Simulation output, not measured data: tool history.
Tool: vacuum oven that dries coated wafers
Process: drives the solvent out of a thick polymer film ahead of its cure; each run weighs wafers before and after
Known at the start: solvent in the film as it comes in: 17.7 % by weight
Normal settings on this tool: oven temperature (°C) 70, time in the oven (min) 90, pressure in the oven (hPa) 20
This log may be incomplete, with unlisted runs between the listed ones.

run    hour  oven temperature (°C)  time in the oven (min)  pressure in the oven (hPa)  solvent left in the film (%)
  1       0                     70                      90                          20                          5.25
  2    60.6                     70                      90                        44.2                          6.56
  3   125.5                     70                      90                        44.2                          6.64
  4   178.9                     70                      90                        44.2                          6.67
  5   236.6                     70                      90                        44.2                           6.6
  6   269.4                     70                      90                        44.2                          6.86
  7   324.4                     70                      90                          20                           5.4
  8   382.5                     70                      90                          20                          5.44
  9   450.8                     70                      90                          20                          5.45
 10   520.7                     70                      90                          20                          5.49
 11   584.1                     70                      90                          20                          5.54
 12   642.8                     70                      90                          20                          5.67
 13   710.2                     70                      92                          20                          5.39
 14   756.8                     70                      90                          20                          5.79
      763.6  -- vacuum gauge cleaned of residue and calibrated
 15     800                     70                     131                          20                          4.11
 16   849.1                     70                     131                          20                           4.2
 17   888.4                     70                     131                          20                          4.15
 18   944.3                     57                      90                          20                           9.5
 19   996.5                     70                      90                        73.2                          8.91
 20  1075.4                     70                      90                        73.2                           8.8
       1138  -- oven's thermocouples calibrated
 21  1143.5                     70                      90                        73.2                          8.33
     1172.2  -- vacuum gauge cleaned of residue and calibrated, once more
 22  1205.6                     62                      60                        34.9                          9.71
 23  1276.2                     62                      60                        34.7                          9.75
 24  1313.7                     62                      60                        34.7                          9.71

Estimate the outcome of run 25 from the log above:
 25  1373.7                     62                      60                        34.7                             ?

Run 25 measured solvent left in the film (%) 9.78.
Minus the tool's unlogged condition, the same run would have read solvent left in the film (%) 9.72.

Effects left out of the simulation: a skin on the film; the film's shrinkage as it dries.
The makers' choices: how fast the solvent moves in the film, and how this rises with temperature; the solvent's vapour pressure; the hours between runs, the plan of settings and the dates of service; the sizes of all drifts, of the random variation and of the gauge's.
